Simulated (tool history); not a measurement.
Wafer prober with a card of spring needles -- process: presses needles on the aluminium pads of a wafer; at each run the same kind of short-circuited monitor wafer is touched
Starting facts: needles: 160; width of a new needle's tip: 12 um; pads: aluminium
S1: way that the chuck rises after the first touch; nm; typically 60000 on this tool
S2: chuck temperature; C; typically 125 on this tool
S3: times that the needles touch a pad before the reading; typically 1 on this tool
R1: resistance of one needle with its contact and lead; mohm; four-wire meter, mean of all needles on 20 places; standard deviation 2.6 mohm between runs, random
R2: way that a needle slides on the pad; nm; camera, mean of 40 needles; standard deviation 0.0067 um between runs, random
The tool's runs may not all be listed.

{"run": 1, "hour": 0.0, "S1": 60000, "S2": 125, "S3": 1, "R1": 303, "R2": 13296}
{"hour": 23.2, "done": "tips cleaned on abrasive film"}
{"run": 2, "hour": 25.2, "S1": 60000, "S2": 125, "S3": 1, "R1": 299, "R2": 13301}
{"run": 3, "hour": 41.1, "S1": 60000, "S2": 125, "S3": 1, "R1": 301, "R2": 13286}
{"hour": 47.1, "done": "tips cleaned on abrasive film"}
{"run": 4, "hour": 61.4, "S1": 60000, "S2": 125, "S3": 1, "R1": 303, "R2": 13311}
{"hour": 71.8, "done": "tips cleaned on abrasive film"}
{"run": 5, "hour": 87.3, "S1": 43000, "S2": 125, "S3": 1, "R1": 303, "R2": 9546}
{"hour": 97.4, "done": "tips cleaned on abrasive film"}
{"run": 6, "hour": 110.9, "S1": 43000, "S2": 125, "S3": 1, "R1": 305, "R2": 9541}
{"hour": 122.2, "done": "tips cleaned on abrasive film"}
{"run": 7, "hour": 132.3, "S1": 60000, "S2": 125, "S3": 1, "R1": 303, "R2": 13321}
{"hour": 146.6, "done": "tips cleaned on abrasive film"}
{"hour": 150.2, "done": "height of the first contact set anew"}
{"run": 8, "hour": 153.6, "S1": 60000, "S2": 125, "S3": 1, "R1": 297, "R2": 13332}
{"hour": 171.3, "done": "tips cleaned on abrasive film"}
{"run": 9, "hour": 181.1, "S1": 60000, "S2": 125, "S3": 1, "R1": 301, "R2": 13329}
{"hour": 195.2, "done": "tips cleaned on abrasive film"}
{"run": 10, "hour": 201.1, "S1": 60000, "S2": 29, "S3": 1, "R1": 271, "R2": 13320}
{"hour": 220.7, "done": "tips cleaned on abrasive film"}
{"run": 11, "hour": 226.5, "S1": 60000, "S2": 49, "S3": 1, "R1": 274, "R2": 13330}
{"hour": 245.2, "done": "tips cleaned on abrasive film"}
{"run": 12, "hour": 248.0, "S1": 59000, "S2": 26, "S3": 3, "R1": 266, "R2": 13135}
{"run": 13, "hour": 259.8, "S1": 49000, "S2": 62, "S3": 3, "R1": 285, "R2": 10911}
{"hour": 271.5, "done": "tips cleaned on abrasive film"}
{"run": 14, "hour": 274.1, "S1": 49000, "S2": 62, "S3": 3, "R1": 282, "R2": 10914}
{"run": 15, "hour": 293.1, "S1": 53000, "S2": 35, "S3": 3, "R1": 272, "R2": 11785}
{"hour": 295.6, "done": "tips cleaned on abrasive film"}
{"run": 16, "hour": 308.0, "S1": 58000, "S2": 89, "S3": 1, "R1": 292, "R2": 12912}
{"hour": 321.6, "done": "tips cleaned on abrasive film"}
{"run": 17, "hour": 329.5, "S1": 58000, "S2": 89, "S3": 1, "R1": 288, "R2": 12918}
{"hour": 345.6, "done": "tips cleaned on abrasive film"}
{"run": 18, "hour": 352.0, "S1": 60000, "S2": 125, "S3": 2, "R1": 297, "R2": 13370}
{"hour": 369.9, "done": "tips cleaned on abrasive film"}
{"run": 19, "hour": 369.9, "S1": 60000, "S2": 125, "S3": 2, "R1": 298, "R2": 13368}
{"run": 20, "hour": 382.3, "S1": 60000, "S2": 125, "S3": 2, "R1": 298, "R2": 13376}
{"hour": 395.1, "done": "tips cleaned on abrasive film"}
{"hour": 404.9, "done": "height of the first contact set anew"}
{"run": 21, "hour": 407.8, "S1": 43000, "S2": 42, "S3": 2, "R1": 279, "R2": 9581}

Branching from run 21: 3 alternative next runs. What would each branch give?
{"hour": 420.1, "done": "tips cleaned on abrasive film"}
{"run": "A", "hour": 427.2, "S1": 54000, "S2": 42, "S3": 2, "R1": "?", "R2": "?"}
{"hour": 420.1, "done": "tips cleaned on abrasive film"}
{"run": "B", "hour": 427.2, "S1": 60000, "S2": 55, "S3": 1, "R1": "?", "R2": "?"}
{"hour": 420.1, "done": "tips cleaned on abrasive film"}
{"run": "C", "hour": 427.2, "S1": 69000, "S2": 64, "S3": 1, "R1": "?", "R2": "?"}

run=A R1=280 R2=12029
run=B R1=277 R2=13376
run=C R1=275 R2=15389
With no hidden state in the tool, these same runs would have given:
run=A R1=279 R2=11954
run=B R1=276 R2=13293
run=C R1=275 R2=15293
